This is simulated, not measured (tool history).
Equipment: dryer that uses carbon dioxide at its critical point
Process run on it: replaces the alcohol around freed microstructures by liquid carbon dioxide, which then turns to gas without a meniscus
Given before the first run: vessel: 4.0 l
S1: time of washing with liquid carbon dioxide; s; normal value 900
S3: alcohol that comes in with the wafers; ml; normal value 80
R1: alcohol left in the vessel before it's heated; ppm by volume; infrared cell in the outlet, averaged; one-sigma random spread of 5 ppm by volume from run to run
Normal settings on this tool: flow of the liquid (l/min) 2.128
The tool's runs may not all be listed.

Run 1, hour 0: usual settings. Result: R1 91 ppm by volume.
Run 2, hour 40.5: usual settings. Result: R1 91 ppm by volume.
Run 3, hour 80.4: usual settings. Result: R1 97 ppm by volume.
Run 4, hour 128.8: usual settings. Result: R1 109 ppm by volume.
Run 5, hour 165.1: usual settings. Result: R1 114 ppm by volume.
Run 6, hour 200.9: usual settings. Result: R1 115 ppm by volume.
At hour 238.6: inlet filter changed.
Run 7, hour 246.6: usual settings but S1 1140 s. Result: R1 72 ppm by volume.
Run 8, hour 277: usual settings but S1 1140 s. Result: R1 80 ppm by volume.
Run 9, hour 325.1: usual settings. Result: R1 119 ppm by volume.
Run 10, hour 368.3: usual settings. Result: R1 126 ppm by volume.
Run 11, hour 410.5: usual settings but S1 1080 s. Result: R1 94 ppm by volume.
Run 12, hour 451.5: usual settings but S1 780 s. Result: R1 196 ppm by volume.
Run 13, hour 481.5: usual settings but S1 780 s. Result: R1 204 ppm by volume.
Run 14, hour 525.2: usual settings but S1 780 s. Result: R1 217 ppm by volume.
Run 15, hour 571.5: usual settings but S1 780 s. Result: R1 233 ppm by volume.
At hour 587.8: inlet filter changed.
Run 16, hour 604.6: usual settings but S1 780 s. Result: R1 180 ppm by volume.
Run 17, hour 642: usual settings but S1 780 s. Result: R1 186 ppm by volume.
Run 18, hour 691.5: usual settings but S3 50 ml. Result: R1 128 ppm by volume.
Run 19, hour 740: usual settings. Result: R1 162 ppm by volume.
Run 20, hour 779.9: usual settings. Result: R1 177 ppm by volume.
Run 21, hour 822.8: usual settings. Result: R1 176 ppm by volume.
Run 22, hour 844.3: usual settings but flow of the liquid (l/min) 3.43, S3 51 ml. Result: R1 127 ppm by volume.
Run 23, hour 867.7: usual settings but S1 720 s, flow of the liquid (l/min) 3.13, S3 69 ml. Result: R1 154 ppm by volume.
Run 24, hour 904.9: usual settings but S1 660 s, flow of the liquid (l/min) 1.74. Result: R1 729 ppm by volume.
At hour 935.7: inlet filter changed.
Run 25, hour 944.3: usual settings but S1 660 s, S3 103 ml. Result: R1 403 ppm by volume.
Run 26, hour 970.7: usual settings but S1 660 s, S3 103 ml. Result: R1 397 ppm by volume.
Run 27, hour 1007.7: usual settings but S1 660 s, S3 103 ml. Result: R1 415 ppm by volume.
Run 28, hour 1054: usual settings but S1 660 s, S3 103 ml. Result: R1 434 ppm by volume.
Run 29, hour 1100.4: usual settings but S1 660 s, flow of the liquid (l/min) 2.7, S3 103 ml. Result: R1 259 ppm by volume.
Run 30, hour 1129.4: usual settings but S1 780 s, flow of the liquid (l/min) 3.19, S3 50 ml. Result: R1 169 ppm by volume.
Run 31, hour 1175.8: usual settings but S1 780 s, flow of the liquid (l/min) 3.19, S3 50 ml. Result: R1 172 ppm by volume.
Run 32, hour 1225.4: usual settings but S1 540 s, flow of the liquid (l/min) 3.53, S3 27 ml. Result: R1 196 ppm by volume.
Run 33, hour 1258: usual settings but S1 1200 s, flow of the liquid (l/min) 2.92, S3 26 ml. Result: R1 173 ppm by volume.
At hour 1284.8: inlet filter changed.
Run 34, hour 1288.7: usual settings but S1 600 s, flow of the liquid (l/min) 2.41, S3 70 ml. Result: R1 321 ppm by volume.
Run 35, hour 1337.2: usual settings but flow of the liquid (l/min) 2.05, S3 43 ml. Result: R1 208 ppm by volume.
Run 36, hour 1379.5: usual settings but flow of the liquid (l/min) 1.33. Result: R1 564 ppm by volume.
Run 37, hour 1422: usual settings but flow of the liquid (l/min) 1.33. Result: R1 586 ppm by volume.
Run 38, hour 1464.9: usual settings but S1 780 s, flow of the liquid (l/min) 3.23, S3 51 ml. Result: R1 193 ppm by volume.
Run 39, hour 1501.3: usual settings but S1 1320 s, S3 76 ml. Result: R1 182 ppm by volume.
Run 40, hour 1546.8: usual settings but S1 840 s, flow of the liquid (l/min) 2.1, S3 100 ml. Result: R1 305 ppm by volume.
Run 41, hour 1595.3: usual settings but S1 840 s, flow of the liquid (l/min) 1.65, S3 47 ml. Result: R1 371 ppm by volume.

Alternative continuations, all from the tool just after run 41; predict every row:
At hour 1632.4: inlet filter changed.
Run A, hour 1644.1: usual settings but S1 1140 s, flow of the liquid (l/min) 1.59, S3 47 ml. Result: R1 ?.
At hour 1632.4: inlet filter changed.
Run B, hour 1644.1: usual settings but S1 1020 s, flow of the liquid (l/min) 1.45, S3 62 ml. Result: R1 ?.
At hour 1632.4: inlet filter changed.
Run C, hour 1644.1: usual settings but S1 1140 s, flow of the liquid (l/min) 1.42, S3 21 ml. Result: R1 ?.
At hour 1632.4: inlet filter changed.
Run D, hour 1644.1: usual settings but S1 840 s, flow of the liquid (l/min) 2.85, S3 32 ml. Result: R1 ?.

run   R1
  A  231
  B  323
  C  227
  D  209
With no hidden state in the tool, these same runs would have given:
run   R1
  A   26
  B  115
  C   24
  D    1
